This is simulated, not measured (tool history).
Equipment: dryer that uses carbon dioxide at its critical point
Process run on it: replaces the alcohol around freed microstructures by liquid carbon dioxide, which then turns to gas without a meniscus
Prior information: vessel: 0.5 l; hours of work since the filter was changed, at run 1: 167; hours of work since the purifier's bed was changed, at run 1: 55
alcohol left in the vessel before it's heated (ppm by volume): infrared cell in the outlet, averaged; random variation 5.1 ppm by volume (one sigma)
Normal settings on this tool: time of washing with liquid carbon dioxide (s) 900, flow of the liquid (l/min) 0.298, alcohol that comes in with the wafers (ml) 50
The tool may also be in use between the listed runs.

run   hour  time of washing with liquid carbon dioxide (s)  flow of the liquid (l/min)  alcohol that comes in with the wafers (ml)  hours of work since the filter was changed  hours of work since the purifier's bed was changed  alcohol left in the vessel before it's heated (ppm by volume)
  1    0.0                                             900                       0.298                                          50                                         167                                                  55                                                            126
  2   19.5                                             900                       0.298                                          50                                         177                                                  65                                                            142
  3   31.5                                             900                       0.298                                          50                                         184                                                  72                                                            143
  4   52.5                                             900                       0.298                                          76                                         195                                                  83                                                            216
  5   63.3                                             900                       0.298                                          76                                         201                                                  89                                                            230
  6   80.5                                             900                       0.298                                          76                                         210                                                  98                                                            241
  7   92.8                                             900                       0.298                                          42                                         217                                                 105                                                            138
  8  114.1                                             900                       0.298                                          50                                         229                                                 116                                                            183
  9  129.8                                             900                       0.298                                          43                                         237                                                 125                                                            155
 10  143.5                                            1320                       0.492                                          43                                         245                                                 132                                                             29
     156.2  -- inlet filter changed
 11  163.2                                            1320                       0.492                                          43                                           4                                                 142                                                             27
 12  174.4                                             900                       0.298                                          29                                          10                                                 149                                                             58
 13  196.5                                             900                       0.298                                          29                                          22                                                 160                                                             60
 14  218.4                                             900                       0.298                                          29                                          34                                                 172                                                             55
 15  236.8                                             780                       0.409                                          24                                          44                                                 182                                                             41
 16  245.8                                             600                       0.277                                          50                                          49                                                 187                                                           1143

Consider 4 possible next runs. They are alternatives, not a sequence: every one starts from the tool as it was left by run 16. What does each give?
  A  264.5                                             540                       0.257                                          50                                          59                                                 197                                                              ?
  B  264.5                                             900                       0.298                                          50                                          59                                                 197                                                              ?
  C  264.5                                             600                       0.263                                          50                                          59                                                 197                                                              ?
  D  264.5                                            1020                       0.373                                          50                                          59                                                 197                                                              ?

run  alcohol left in the vessel before it's heated (ppm by volume)
  A                                                           2464
  B                                                             99
  C                                                           1464
  D                                                             34
Stripped of hidden state, with their random variation kept, the same runs would have yielded:
run  alcohol left in the vessel before it's heated (ppm by volume)
  A                                                           2104
  B                                                             49
  C                                                           1215
  D                                                              1
